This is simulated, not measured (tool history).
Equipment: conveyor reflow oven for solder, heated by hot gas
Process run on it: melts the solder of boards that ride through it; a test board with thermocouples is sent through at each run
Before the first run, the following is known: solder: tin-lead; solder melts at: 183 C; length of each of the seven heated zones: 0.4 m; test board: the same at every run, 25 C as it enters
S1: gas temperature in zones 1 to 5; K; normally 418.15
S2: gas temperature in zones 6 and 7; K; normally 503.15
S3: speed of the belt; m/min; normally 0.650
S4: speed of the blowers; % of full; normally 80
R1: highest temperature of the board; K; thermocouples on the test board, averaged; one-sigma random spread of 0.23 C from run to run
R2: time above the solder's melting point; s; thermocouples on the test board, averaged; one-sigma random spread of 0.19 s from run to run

| run | hour | S1 | S2 | S3 | S4 | R1 | R2 |
|---|---|---|---|---|---|---|---|
| 1 | 0.0 | 418.15 | 503.15 | 0.650 | 80 | 487.65 | 56.4 |
| 2 | 19.7 | 418.15 | 503.15 | 0.650 | 80 | 487.45 | 56.3 |
| 3 | 38.4 | 418.15 | 503.15 | 0.536 | 80 | 492.45 | 73.8 |
| 4 | 55.6 | 418.15 | 503.15 | 0.650 | 80 | 487.85 | 56.2 |
| 5 | 66.2 | 418.15 | 503.15 | 0.650 | 80 | 487.75 | 56.3 |
| 6 | 78.1 | 418.15 | 503.15 | 0.697 | 80 | 485.35 | 50.5 |
| 7 | 94.2 | 418.15 | 492.15 | 0.650 | 80 | 477.95 | 47.4 |
| 8 | 109.1 | 418.15 | 492.15 | 0.650 | 80 | 477.95 | 47.5 |
| 9 | 123.6 | 418.15 | 503.15 | 0.650 | 80 | 487.15 | 56.3 |
|  | 129.9 | flux residue cleaned out of gas plates and filters |
| 10 | 146.1 | 418.15 | 503.15 | 0.650 | 80 | 486.25 | 55.2 |
| 11 | 163.6 | 418.15 | 497.15 | 0.650 | 80 | 481.35 | 50.6 |
| 12 | 172.6 | 417.15 | 503.15 | 0.650 | 80 | 485.95 | 54.7 |
| 13 | 187.3 | 416.15 | 503.15 | 0.764 | 80 | 480.95 | 40.4 |
| 14 | 196.2 | 418.15 | 509.15 | 0.520 | 80 | 497.05 | 79.8 |
| 15 | 216.2 | 423.15 | 507.15 | 0.672 | 85 | 490.45 | 58.2 |
| 16 | 227.1 | 425.15 | 494.15 | 0.650 | 80 | 479.85 | 52.4 |
|  | 235.1 | flux residue cleaned out of gas plates and filters, once more |
| 17 | 249.4 | 410.15 | 503.15 | 0.650 | 80 | 487.15 | 53.1 |
| 18 | 265.1 | 410.15 | 503.15 | 0.650 | 80 | 487.05 | 53.0 |
| 19 | 274.3 | 410.15 | 503.15 | 0.650 | 80 | 486.85 | 53.1 |
| 20 | 286.7 | 413.15 | 500.15 | 0.727 | 69 | 479.05 | 40.1 |
|  | 297.4 | thermocouples of zones 6 and 7 changed |
| 21 | 306.3 | 430.15 | 492.15 | 0.749 | 81 | 479.45 | 47.0 |
| 22 | 326.2 | 430.15 | 492.15 | 0.749 | 89 | 480.35 | 48.2 |
| 23 | 334.3 | 424.15 | 494.15 | 0.734 | 80 | 480.05 | 45.9 |

Branching from run 23: 5 alternative next runs. What would each branch give?
| A | 354.2 | 418.15 | 497.15 | 0.557 | 88 | ? | ? |
| B | 354.2 | 418.15 | 503.15 | 0.650 | 84 | ? | ? |
| C | 354.2 | 425.15 | 503.15 | 0.650 | 80 | ? | ? |
| D | 354.2 | 424.15 | 494.15 | 0.734 | 51 | ? | ? |
| E | 354.2 | 424.15 | 494.15 | 0.615 | 80 | ? | ? |

| run | R1 | R2 |
|---|---|---|
| A | 489.55 | 69.4 |
| B | 490.45 | 59.1 |
| C | 490.65 | 62.1 |
| D | 473.15 | 35.0 |
| E | 483.95 | 60.2 |
The same runs, with their run-to-run variation unchanged, on a tool lacking any hidden condition would have given:
| run | R1 | R2 |
|---|---|---|
| A | 489.65 | 69.0 |
| B | 490.55 | 58.8 |
| C | 490.75 | 61.7 |
| D | 473.15 | 34.7 |
| E | 484.05 | 59.9 |
